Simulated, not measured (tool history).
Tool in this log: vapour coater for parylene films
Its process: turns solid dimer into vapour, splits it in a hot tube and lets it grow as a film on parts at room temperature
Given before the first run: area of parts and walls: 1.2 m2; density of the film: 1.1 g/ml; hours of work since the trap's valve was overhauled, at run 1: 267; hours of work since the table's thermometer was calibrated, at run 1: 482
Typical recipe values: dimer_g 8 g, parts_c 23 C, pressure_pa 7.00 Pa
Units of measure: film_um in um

run    hour  dimer_g  parts_c  pressure_pa  hours of work since the trap's valve was overhauled  hours of work since the table's thermometer was calibrated  film_um
  1     0.0        8       23         7.00                                                  267                                                         482     3.67
       31.8  -- trap's valve overhauled
  2    63.6        8       23         7.00                                                   23                                                         526     4.09
  3    98.3       10       23         7.00                                                   48                                                         551     5.07
  4   141.2       10       23         7.00                                                   80                                                         582     4.97
  5   174.6       10       23         7.00                                                  104                                                         607     4.94
  6   245.3       10       23         7.00                                                  156                                                         658     4.83
  7   306.5        8       27         7.00                                                  200                                                         703     3.24
  8   372.9        8       23         7.00                                                  249                                                         751     3.65
      428.8  -- trap's valve overhauled
  9   437.4        8       23         7.00                                                    6                                                         795     4.15
 10   493.7        8       23         3.81                                                   47                                                         836     4.43
 11   536.2        8       23         4.96                                                   78                                                         867     4.27
 12   607.2        8       17         7.00                                                  130                                                         919     4.77
 13   677.7        8       17         7.00                                                  181                                                         970     4.70
 14   713.9        8       17         7.00                                                  208                                                         997     4.72
 15   744.3        6       17         7.00                                                  230                                                        1019     3.45
 16   805.4        6       17         7.00                                                  274                                                        1063     3.36
      828.3  -- trap's valve overhauled
 17   875.3        6       17         7.00                                                   34                                                        1111     3.81
 18   906.2        8       17         3.63                                                   57                                                        1134     5.65
      916.3  -- table's thermometer calibrated
 19   940.8        9       17         3.63                                                   81                                                          18     6.34
 20  1004.3        8       23         4.20                                                  128                                                          64     4.32
 21  1070.8        8       23         4.20                                                  176                                                         113     4.19
 22  1125.3        8       27         2.73                                                  216                                                         152     3.82
 23  1157.0        8       27         2.73                                                  239                                                         175     3.86
 24  1218.0        8       23         6.83                                                  283                                                         220     3.67
     1226.6  -- trap's valve overhauled
 25  1254.3        8       23         6.83                                                   20                                                         243     4.10
 26  1296.8        8       23         3.06                                                   51                                                         274     4.72
 27  1330.5        8       23         3.06                                                   76                                                         299     4.59
 28  1387.0        7       23         3.58                                                  117                                                         340     3.86
 29  1424.6        7       23         5.91                                                  144                                                         367     3.47
 30  1484.2        8       16         4.44                                                  188                                                         411     5.38
 31  1536.0        5       32         6.56                                                  225                                                         449     1.70
 32  1583.3        6       19         2.29                                                  260                                                         483     3.86

Here are 3 independent what-if runs from the current tool condition. What would each one return?
  A  1613.9        8       34         7.00                                                  282                                                         505        ?
  B  1613.9       13       20        11.16                                                  282                                                         505        ?
  C  1613.9        4       28        10.03                                                  282                                                         505        ?

run  film_um
  A     2.38
  B     5.92
  C     1.41
Without the tool's unlogged condition, the same runs would have read:
run  film_um
  A     2.75
  B     6.86
  C     1.63
